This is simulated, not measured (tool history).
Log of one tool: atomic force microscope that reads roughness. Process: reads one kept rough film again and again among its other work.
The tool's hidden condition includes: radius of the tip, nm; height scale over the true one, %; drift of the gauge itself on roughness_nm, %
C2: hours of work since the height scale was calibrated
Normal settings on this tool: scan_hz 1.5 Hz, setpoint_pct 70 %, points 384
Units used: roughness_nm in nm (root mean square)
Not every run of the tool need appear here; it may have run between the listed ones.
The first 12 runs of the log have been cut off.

{"run": 13, "day": 19.738, "scan_hz": 1.5, "setpoint_pct": 70, "points": 384, "pictures with this tip": 202, "C2": 621, "roughness_nm": 2.831}
{"day": 21.138, "done": "new tip fitted"}
{"run": 14, "day": 22.133, "scan_hz": 1.5, "setpoint_pct": 70, "points": 384, "pictures with this tip": 39, "C2": 657, "roughness_nm": 3.527}
{"run": 15, "day": 23.921, "scan_hz": 1.5, "setpoint_pct": 70, "points": 384, "pictures with this tip": 109, "C2": 683, "roughness_nm": 3.21}
{"run": 16, "day": 25.542, "scan_hz": 1.5, "setpoint_pct": 55, "points": 770, "pictures with this tip": 173, "C2": 708, "roughness_nm": 3.07}
{"day": 27.667, "done": "new tip fitted"}
{"run": 17, "day": 27.854, "scan_hz": 1.5, "setpoint_pct": 55, "points": 770, "pictures with this tip": 7, "C2": 742, "roughness_nm": 3.821}
{"run": 18, "day": 29.862, "scan_hz": 1.5, "setpoint_pct": 55, "points": 770, "pictures with this tip": 86, "C2": 772, "roughness_nm": 3.399}
{"run": 19, "day": 32.15, "scan_hz": 0.53, "setpoint_pct": 58, "points": 531, "pictures with this tip": 176, "C2": 806, "roughness_nm": 3.07}
{"run": 20, "day": 33.45, "scan_hz": 0.53, "setpoint_pct": 58, "points": 531, "pictures with this tip": 228, "C2": 826, "roughness_nm": 2.897}
{"day": 34.346, "done": "new tip fitted"}
{"run": 21, "day": 34.846, "scan_hz": 2.52, "setpoint_pct": 58, "points": 486, "pictures with this tip": 20, "C2": 846, "roughness_nm": 3.63}
{"run": 22, "day": 35.867, "scan_hz": 2.52, "setpoint_pct": 58, "points": 486, "pictures with this tip": 60, "C2": 862, "roughness_nm": 3.442}

Run 23 is up next; what results do you expect?
{"run": 23, "day": 37.308, "scan_hz": 0.95, "setpoint_pct": 82, "points": 312, "pictures with this tip": 117, "C2": 883, "roughness_nm": "?"}

roughness_nm: 3.12 nm (root mean square)
If the tool had no hidden condition, the same run with the same run-to-run variation would have returned roughness_nm 3.764 nm (root mean square).
